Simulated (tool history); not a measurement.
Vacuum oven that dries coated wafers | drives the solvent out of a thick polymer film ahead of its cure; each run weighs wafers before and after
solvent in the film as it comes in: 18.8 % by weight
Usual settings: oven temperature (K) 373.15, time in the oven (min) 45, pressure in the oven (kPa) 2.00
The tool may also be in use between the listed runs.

{"run": 1, "hour": 0.0, "oven temperature (K)": 373.15, "time in the oven (min)": 45, "pressure in the oven (kPa)": 2.0, "solvent left in the film (%)": 7.56}
{"hour": 101.5, "done": "oven's thermocouples calibrated"}
{"run": 2, "hour": 104.0, "oven temperature (K)": 373.15, "time in the oven (min)": 45, "pressure in the oven (kPa)": 1.92, "solvent left in the film (%)": 7.25}
{"run": 3, "hour": 224.9, "oven temperature (K)": 373.15, "time in the oven (min)": 65, "pressure in the oven (kPa)": 2.0, "solvent left in the film (%)": 6.4}
{"run": 4, "hour": 288.1, "oven temperature (K)": 373.15, "time in the oven (min)": 65, "pressure in the oven (kPa)": 2.0, "solvent left in the film (%)": 6.23}
{"run": 5, "hour": 402.1, "oven temperature (K)": 373.15, "time in the oven (min)": 65, "pressure in the oven (kPa)": 2.0, "solvent left in the film (%)": 6.34}
{"run": 6, "hour": 490.8, "oven temperature (K)": 373.15, "time in the oven (min)": 65, "pressure in the oven (kPa)": 2.0, "solvent left in the film (%)": 6.43}
{"run": 7, "hour": 622.5, "oven temperature (K)": 373.15, "time in the oven (min)": 65, "pressure in the oven (kPa)": 2.0, "solvent left in the film (%)": 6.34}
{"run": 8, "hour": 699.7, "oven temperature (K)": 373.15, "time in the oven (min)": 34, "pressure in the oven (kPa)": 2.0, "solvent left in the film (%)": 8.98}
{"hour": 769.5, "done": "vacuum gauge cleaned of residue and calibrated"}
{"run": 9, "hour": 813.3, "oven temperature (K)": 373.15, "time in the oven (min)": 23, "pressure in the oven (kPa)": 2.0, "solvent left in the film (%)": 9.87}
{"run": 10, "hour": 921.5, "oven temperature (K)": 373.15, "time in the oven (min)": 23, "pressure in the oven (kPa)": 2.0, "solvent left in the film (%)": 9.87}
{"run": 11, "hour": 1007.6, "oven temperature (K)": 373.15, "time in the oven (min)": 45, "pressure in the oven (kPa)": 2.0, "solvent left in the film (%)": 7.28}
{"run": 12, "hour": 1063.9, "oven temperature (K)": 373.15, "time in the oven (min)": 45, "pressure in the oven (kPa)": 2.0, "solvent left in the film (%)": 7.18}
{"run": 13, "hour": 1153.6, "oven temperature (K)": 373.15, "time in the oven (min)": 61, "pressure in the oven (kPa)": 2.0, "solvent left in the film (%)": 5.96}
{"run": 14, "hour": 1208.5, "oven temperature (K)": 373.15, "time in the oven (min)": 61, "pressure in the oven (kPa)": 2.0, "solvent left in the film (%)": 6.12}
{"run": 15, "hour": 1302.2, "oven temperature (K)": 384.15, "time in the oven (min)": 61, "pressure in the oven (kPa)": 2.0, "solvent left in the film (%)": 3.1}
{"run": 16, "hour": 1388.9, "oven temperature (K)": 384.15, "time in the oven (min)": 61, "pressure in the oven (kPa)": 2.0, "solvent left in the film (%)": 3.25}
{"hour": 1449.4, "done": "oven's thermocouples calibrated"}
{"run": 17, "hour": 1517.2, "oven temperature (K)": 384.15, "time in the oven (min)": 61, "pressure in the oven (kPa)": 2.0, "solvent left in the film (%)": 3.07}
{"run": 18, "hour": 1590.0, "oven temperature (K)": 373.15, "time in the oven (min)": 45, "pressure in the oven (kPa)": 2.0, "solvent left in the film (%)": 7.06}
{"run": 19, "hour": 1665.6, "oven temperature (K)": 373.15, "time in the oven (min)": 45, "pressure in the oven (kPa)": 2.0, "solvent left in the film (%)": 7.26}
{"run": 20, "hour": 1747.9, "oven temperature (K)": 373.15, "time in the oven (min)": 38, "pressure in the oven (kPa)": 2.0, "solvent left in the film (%)": 7.82}
{"run": 21, "hour": 1857.1, "oven temperature (K)": 373.15, "time in the oven (min)": 38, "pressure in the oven (kPa)": 2.0, "solvent left in the film (%)": 7.94}
{"run": 22, "hour": 1990.2, "oven temperature (K)": 373.15, "time in the oven (min)": 38, "pressure in the oven (kPa)": 2.0, "solvent left in the film (%)": 8.03}
{"run": 23, "hour": 2117.6, "oven temperature (K)": 368.15, "time in the oven (min)": 45, "pressure in the oven (kPa)": 2.0, "solvent left in the film (%)": 9.47}
{"run": 24, "hour": 2235.5, "oven temperature (K)": 368.15, "time in the oven (min)": 45, "pressure in the oven (kPa)": 2.0, "solvent left in the film (%)": 9.57}
{"run": 25, "hour": 2314.0, "oven temperature (K)": 366.15, "time in the oven (min)": 43, "pressure in the oven (kPa)": 2.69, "solvent left in the film (%)": 11.72}
{"run": 26, "hour": 2400.3, "oven temperature (K)": 359.15, "time in the oven (min)": 22, "pressure in the oven (kPa)": 2.58, "solvent left in the film (%)": 15.53}
{"run": 27, "hour": 2527.5, "oven temperature (K)": 359.15, "time in the oven (min)": 22, "pressure in the oven (kPa)": 2.58, "solvent left in the film (%)": 15.59}
{"run": 28, "hour": 2582.3, "oven temperature (K)": 362.15, "time in the oven (min)": 81, "pressure in the oven (kPa)": 2.58, "solvent left in the film (%)": 11.51}
{"run": 29, "hour": 2706.4, "oven temperature (K)": 373.15, "time in the oven (min)": 25, "pressure in the oven (kPa)": 2.0, "solvent left in the film (%)": 10.23}
{"hour": 2788.5, "done": "oven's thermocouples calibrated"}
{"run": 30, "hour": 2788.5, "oven temperature (K)": 376.15, "time in the oven (min)": 40, "pressure in the oven (kPa)": 3.89, "solvent left in the film (%)": 9.27}
{"run": 31, "hour": 2845.7, "oven temperature (K)": 376.15, "time in the oven (min)": 40, "pressure in the oven (kPa)": 3.89, "solvent left in the film (%)": 9.26}
{"run": 32, "hour": 2963.5, "oven temperature (K)": 373.15, "time in the oven (min)": 30, "pressure in the oven (kPa)": 2.0, "solvent left in the film (%)": 9.02}
{"run": 33, "hour": 3053.2, "oven temperature (K)": 382.15, "time in the oven (min)": 30, "pressure in the oven (kPa)": 2.0, "solvent left in the film (%)": 5.58}
{"run": 34, "hour": 3133.6, "oven temperature (K)": 373.15, "time in the oven (min)": 24, "pressure in the oven (kPa)": 1.61, "solvent left in the film (%)": 9.53}
{"run": 35, "hour": 3202.2, "oven temperature (K)": 373.15, "time in the oven (min)": 24, "pressure in the oven (kPa)": 1.61, "solvent left in the film (%)": 9.69}
{"run": 36, "hour": 3268.2, "oven temperature (K)": 373.15, "time in the oven (min)": 29, "pressure in the oven (kPa)": 1.61, "solvent left in the film (%)": 9.02}
{"run": 37, "hour": 3339.0, "oven temperature (K)": 373.15, "time in the oven (min)": 29, "pressure in the oven (kPa)": 1.61, "solvent left in the film (%)": 8.85}
{"run": 38, "hour": 3456.8, "oven temperature (K)": 378.15, "time in the oven (min)": 29, "pressure in the oven (kPa)": 1.61, "solvent left in the film (%)": 6.87}
{"run": 39, "hour": 3539.7, "oven temperature (K)": 370.15, "time in the oven (min)": 32, "pressure in the oven (kPa)": 2.0, "solvent left in the film (%)": 10.44}
{"run": 40, "hour": 3616.2, "oven temperature (K)": 370.15, "time in the oven (min)": 32, "pressure in the oven (kPa)": 2.0, "solvent left in the film (%)": 10.33}
{"run": 41, "hour": 3731.7, "oven temperature (K)": 370.15, "time in the oven (min)": 32, "pressure in the oven (kPa)": 2.0, "solvent left in the film (%)": 10.67}
{"run": 42, "hour": 3809.3, "oven temperature (K)": 370.15, "time in the oven (min)": 32, "pressure in the oven (kPa)": 2.0, "solvent left in the film (%)": 10.42}
{"hour": 3869.7, "done": "vacuum gauge cleaned of residue and calibrated"}
{"run": 43, "hour": 3928.0, "oven temperature (K)": 373.15, "time in the oven (min)": 32, "pressure in the oven (kPa)": 1.94, "solvent left in the film (%)": 8.67}
{"run": 44, "hour": 3984.1, "oven temperature (K)": 373.15, "time in the oven (min)": 49, "pressure in the oven (kPa)": 2.0, "solvent left in the film (%)": 6.95}
{"run": 45, "hour": 4066.1, "oven temperature (K)": 373.15, "time in the oven (min)": 70, "pressure in the oven (kPa)": 2.32, "solvent left in the film (%)": 6.11}
{"hour": 4138.3, "done": "oven's thermocouples calibrated"}
{"run": 46, "hour": 4149.8, "oven temperature (K)": 382.15, "time in the oven (min)": 23, "pressure in the oven (kPa)": 1.52, "solvent left in the film (%)": 5.37}

Forecast each of these 3 alternatives for the next run:
{"run": "A", "hour": 4277.2, "oven temperature (K)": 370.15, "time in the oven (min)": 23, "pressure in the oven (kPa)": 1.52, "solvent left in the film (%)": "?"}
{"run": "B", "hour": 4277.2, "oven temperature (K)": 378.15, "time in the oven (min)": 49, "pressure in the oven (kPa)": 1.21, "solvent left in the film (%)": "?"}
{"run": "C", "hour": 4277.2, "oven temperature (K)": 378.15, "time in the oven (min)": 65, "pressure in the oven (kPa)": 2.15, "solvent left in the film (%)": "?"}

run=A solvent_left_in_the_film_(%)=10.15
run=B solvent_left_in_the_film_(%)=3.44
run=C solvent_left_in_the_film_(%)=4.04
Without the tool's hidden state the same runs would have given:
run=A solvent_left_in_the_film_(%)=10.25
run=B solvent_left_in_the_film_(%)=3.50
run=C solvent_left_in_the_film_(%)=4.07

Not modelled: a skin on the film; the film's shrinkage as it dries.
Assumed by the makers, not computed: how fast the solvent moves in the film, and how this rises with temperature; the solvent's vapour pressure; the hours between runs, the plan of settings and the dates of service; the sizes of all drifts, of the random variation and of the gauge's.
